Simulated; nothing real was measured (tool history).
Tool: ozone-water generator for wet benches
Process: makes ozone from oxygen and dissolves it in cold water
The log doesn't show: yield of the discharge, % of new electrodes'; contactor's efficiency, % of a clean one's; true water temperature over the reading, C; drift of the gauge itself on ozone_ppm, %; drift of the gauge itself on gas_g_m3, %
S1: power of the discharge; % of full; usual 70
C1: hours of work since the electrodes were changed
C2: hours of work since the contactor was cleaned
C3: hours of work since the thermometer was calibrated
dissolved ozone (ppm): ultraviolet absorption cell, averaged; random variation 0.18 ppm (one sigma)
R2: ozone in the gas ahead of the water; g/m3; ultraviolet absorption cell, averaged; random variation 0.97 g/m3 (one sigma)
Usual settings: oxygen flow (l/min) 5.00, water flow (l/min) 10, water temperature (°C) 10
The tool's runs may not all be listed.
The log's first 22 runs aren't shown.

Run 23, day 106.838: usual settings but S1 67 % of full; C1 5366; C2 9481; C3 1542. Result: dissolved ozone (ppm) 19.3, R2 147.7 g/m3.
Run 24, day 112.371: usual settings but S1 67 % of full; C1 5452; C2 9567; C3 1627. Result: dissolved ozone (ppm) 19.1, R2 147.3 g/m3.
Run 25, day 116.925: usual settings but S1 56 % of full, oxygen flow (l/min) 2.60, water temperature (°C) 6; C1 5522; C2 9637; C3 1698. Result: dissolved ozone (ppm) 18.9, R2 195.8 g/m3.
Run 26, day 120.783: usual settings but S1 56 % of full, oxygen flow (l/min) 2.89, water flow (l/min) 12, water temperature (°C) 5; C1 5581; C2 9696; C3 1757. Result: dissolved ozone (ppm) 16.3, R2 184.6 g/m3.
Run 27, day 126.700: usual settings but S1 90 % of full, oxygen flow (l/min) 8.17, water flow (l/min) 12, water temperature (°C) 5; C1 5673; C2 9787; C3 1848. Result: dissolved ozone (ppm) 20.3, R2 134.3 g/m3.
Run 28, day 132.679: usual settings but oxygen flow (l/min) 3.21, water temperature (°C) 17; C1 5765; C2 9879; C3 1940. Result: dissolved ozone (ppm) 18.7, R2 203.0 g/m3.
Run 29, day 136.546: usual settings but oxygen flow (l/min) 3.21, water temperature (°C) 17; C1 5824; C2 9939; C3 2000. Result: dissolved ozone (ppm) 19.0, R2 200.0 g/m3.
Run 30, day 139.296: usual settings but oxygen flow (l/min) 3.21, water temperature (°C) 17; C1 5867; C2 9981; C3 2042. Result: dissolved ozone (ppm) 18.6, R2 200.1 g/m3.
At day 142.488: contactor cleaned.
Run 31, day 144.912: usual settings but oxygen flow (l/min) 3.21, water temperature (°C) 17; C1 5951; C2 37; C3 2126. Result: dissolved ozone (ppm) 21.0, R2 202.1 g/m3.
Run 32, day 151.608: usual settings but oxygen flow (l/min) 3.21, water temperature (°C) 17; C1 6054; C2 141; C3 2229. Result: dissolved ozone (ppm) 20.8, R2 200.4 g/m3.

4 ways to go on from here, each from the tool as it stands after run 32. What would each give?
Run A, day 158.204: usual settings but S1 47 % of full, oxygen flow (l/min) 3.21, water flow (l/min) 7, water temperature (°C) 14; C1 6155; C2 242; C3 2331. Result: dissolved ozone (ppm) ?, R2 ?.
Run B, day 158.204: usual settings but S1 74 % of full, oxygen flow (l/min) 2.80, water flow (l/min) 13, water temperature (°C) 17; C1 6155; C2 242; C3 2331. Result: dissolved ozone (ppm) ?, R2 ?.
Run C, day 158.204: usual settings but S1 69 % of full; C1 6155; C2 242; C3 2331. Result: dissolved ozone (ppm) ?, R2 ?.
Run D, day 158.204: usual settings but S1 83 % of full, oxygen flow (l/min) 7.36, water temperature (°C) 12; C1 6155; C2 242; C3 2331. Result: dissolved ozone (ppm) ?, R2 ?.

run  dissolved ozone (ppm)     R2
  A                   21.1  149.6
  B                   18.0  229.4
  C                   21.7  148.7
  D                   22.0  132.8
Without the tool's hidden state the same runs would have given:
run  dissolved ozone (ppm)     R2
  A                   22.9  160.7
  B                   20.2  255.0
  C                   24.2  164.5
  D                   25.0  149.0
